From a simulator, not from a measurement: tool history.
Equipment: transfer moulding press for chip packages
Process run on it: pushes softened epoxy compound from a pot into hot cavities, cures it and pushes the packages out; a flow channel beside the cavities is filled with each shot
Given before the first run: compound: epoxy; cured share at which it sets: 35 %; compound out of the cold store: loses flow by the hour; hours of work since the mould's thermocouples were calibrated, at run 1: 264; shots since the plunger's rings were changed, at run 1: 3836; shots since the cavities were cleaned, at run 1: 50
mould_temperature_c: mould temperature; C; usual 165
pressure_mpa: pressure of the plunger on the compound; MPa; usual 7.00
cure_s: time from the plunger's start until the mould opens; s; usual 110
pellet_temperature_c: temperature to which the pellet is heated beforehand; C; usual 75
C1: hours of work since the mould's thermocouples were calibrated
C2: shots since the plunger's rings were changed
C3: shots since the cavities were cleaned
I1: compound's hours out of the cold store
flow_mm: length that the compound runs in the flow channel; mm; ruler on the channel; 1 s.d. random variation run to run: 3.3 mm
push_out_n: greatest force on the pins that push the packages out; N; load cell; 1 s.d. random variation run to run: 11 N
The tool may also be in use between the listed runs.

run 1 day=0.000 | mould_temperature_c=165 pressure_mpa=7.00 cure_s=110 pellet_temperature_c=75 | C1=264 C2=3836 C3=50 | I1=33.1 | flow_mm=662 push_out_n=581
run 2 day=0.912 | mould_temperature_c=165 pressure_mpa=7.00 cure_s=110 pellet_temperature_c=75 | C1=274 C2=3991 C3=205 | I1=17.0 | flow_mm=687 push_out_n=696
run 3 day=1.533 | mould_temperature_c=165 pressure_mpa=5.45 cure_s=110 pellet_temperature_c=75 | C1=280 C2=4096 C3=310 | I1=30.9 | flow_mm=581 push_out_n=754
-- day=2.612 cavities cleaned with cleaning compound and waxed
run 4 day=2.712 | mould_temperature_c=165 pressure_mpa=5.45 cure_s=110 pellet_temperature_c=75 | C1=293 C2=4286 C3=17 | I1=9.3 | flow_mm=618 push_out_n=547
run 5 day=3.262 | mould_temperature_c=165 pressure_mpa=5.45 cure_s=110 pellet_temperature_c=75 | C1=299 C2=4379 C3=110 | I1=11.2 | flow_mm=613 push_out_n=630
run 6 day=4.054 | mould_temperature_c=165 pressure_mpa=5.45 cure_s=110 pellet_temperature_c=83 | C1=307 C2=4513 C3=244 | I1=47.0 | flow_mm=558 push_out_n=674
-- day=5.117 plunger's sealing rings changed
run 7 day=5.121 | mould_temperature_c=165 pressure_mpa=7.00 cure_s=110 pellet_temperature_c=75 | C1=318 C2=0 C3=407 | I1=10.3 | flow_mm=728 push_out_n=762
-- day=5.650 cavities cleaned with cleaning compound and waxed
run 8 day=6.150 | mould_temperature_c=165 pressure_mpa=7.00 cure_s=110 pellet_temperature_c=75 | C1=328 C2=164 C3=85 | I1=23.5 | flow_mm=704 push_out_n=611
run 9 day=6.942 | mould_temperature_c=165 pressure_mpa=7.00 cure_s=110 pellet_temperature_c=75 | C1=337 C2=299 C3=220 | I1=26.8 | flow_mm=694 push_out_n=698
run 10 day=8.088 | mould_temperature_c=165 pressure_mpa=7.00 cure_s=110 pellet_temperature_c=75 | C1=349 C2=492 C3=413 | I1=22.7 | flow_mm=699 push_out_n=811
-- day=8.550 cavities cleaned with cleaning compound and waxed
run 11 day=8.808 | mould_temperature_c=165 pressure_mpa=7.00 cure_s=110 pellet_temperature_c=75 | C1=356 C2=605 C3=44 | I1=34.5 | flow_mm=674 push_out_n=577
run 12 day=9.796 | mould_temperature_c=165 pressure_mpa=7.00 cure_s=110 pellet_temperature_c=75 | C1=367 C2=772 C3=211 | I1=28.0 | flow_mm=692 push_out_n=693
run 13 day=10.762 | mould_temperature_c=165 pressure_mpa=7.00 cure_s=110 pellet_temperature_c=75 | C1=378 C2=935 C3=374 | I1=41.2 | flow_mm=664 push_out_n=750
-- day=11.500 cavities cleaned with cleaning compound and waxed
run 14 day=11.817 | mould_temperature_c=165 pressure_mpa=7.00 cure_s=110 pellet_temperature_c=75 | C1=389 C2=1104 C3=54 | I1=24.1 | flow_mm=695 push_out_n=573
run 15 day=12.396 | mould_temperature_c=165 pressure_mpa=7.00 cure_s=143 pellet_temperature_c=75 | C1=395 C2=1202 C3=152 | I1=12.7 | flow_mm=714 push_out_n=529
run 16 day=13.321 | mould_temperature_c=165 pressure_mpa=7.00 cure_s=143 pellet_temperature_c=75 | C1=405 C2=1359 C3=309 | I1=36.4 | flow_mm=674 push_out_n=632
-- day=14.408 cavities cleaned with cleaning compound and waxed
run 17 day=14.483 | mould_temperature_c=165 pressure_mpa=7.00 cure_s=143 pellet_temperature_c=75 | C1=417 C2=1545 C3=12 | I1=12.2 | flow_mm=716 push_out_n=448
run 18 day=15.371 | mould_temperature_c=167 pressure_mpa=7.00 cure_s=125 pellet_temperature_c=75 | C1=427 C2=1696 C3=163 | I1=16.2 | flow_mm=695 push_out_n=562
run 19 day=16.092 | mould_temperature_c=167 pressure_mpa=5.49 cure_s=138 pellet_temperature_c=75 | C1=434 C2=1818 C3=285 | I1=29.4 | flow_mm=601 push_out_n=579
run 20 day=16.708 | mould_temperature_c=165 pressure_mpa=5.35 cure_s=119 pellet_temperature_c=75 | C1=441 C2=1923 C3=390 | I1=18.0 | flow_mm=611 push_out_n=728
-- day=17.338 cavities cleaned with cleaning compound and waxed
run 21 day=17.942 | mould_temperature_c=162 pressure_mpa=7.00 cure_s=139 pellet_temperature_c=75 | C1=454 C2=2121 C3=102 | I1=29.4 | flow_mm=682 push_out_n=568
run 22 day=18.804 | mould_temperature_c=162 pressure_mpa=7.00 cure_s=139 pellet_temperature_c=75 | C1=463 C2=2267 C3=248 | I1=19.0 | flow_mm=700 push_out_n=645
run 23 day=19.921 | mould_temperature_c=162 pressure_mpa=7.00 cure_s=133 pellet_temperature_c=68 | C1=475 C2=2456 C3=437 | I1=8.7 | flow_mm=726 push_out_n=751

Expected results for the next run?
-- day=20.208 cavities cleaned with cleaning compound and waxed
run 24 day=20.954 | mould_temperature_c=165 pressure_mpa=7.00 cure_s=118 pellet_temperature_c=66 | C1=486 C2=2621 C3=126 | I1=19.7 | flow_mm=? push_out_n=?

Logged for run 24: flow_mm 693 mm, push_out_n 633 N.
Minus the tool's unlogged condition, the same run would have read flow_mm 709 mm, push_out_n 497 N.
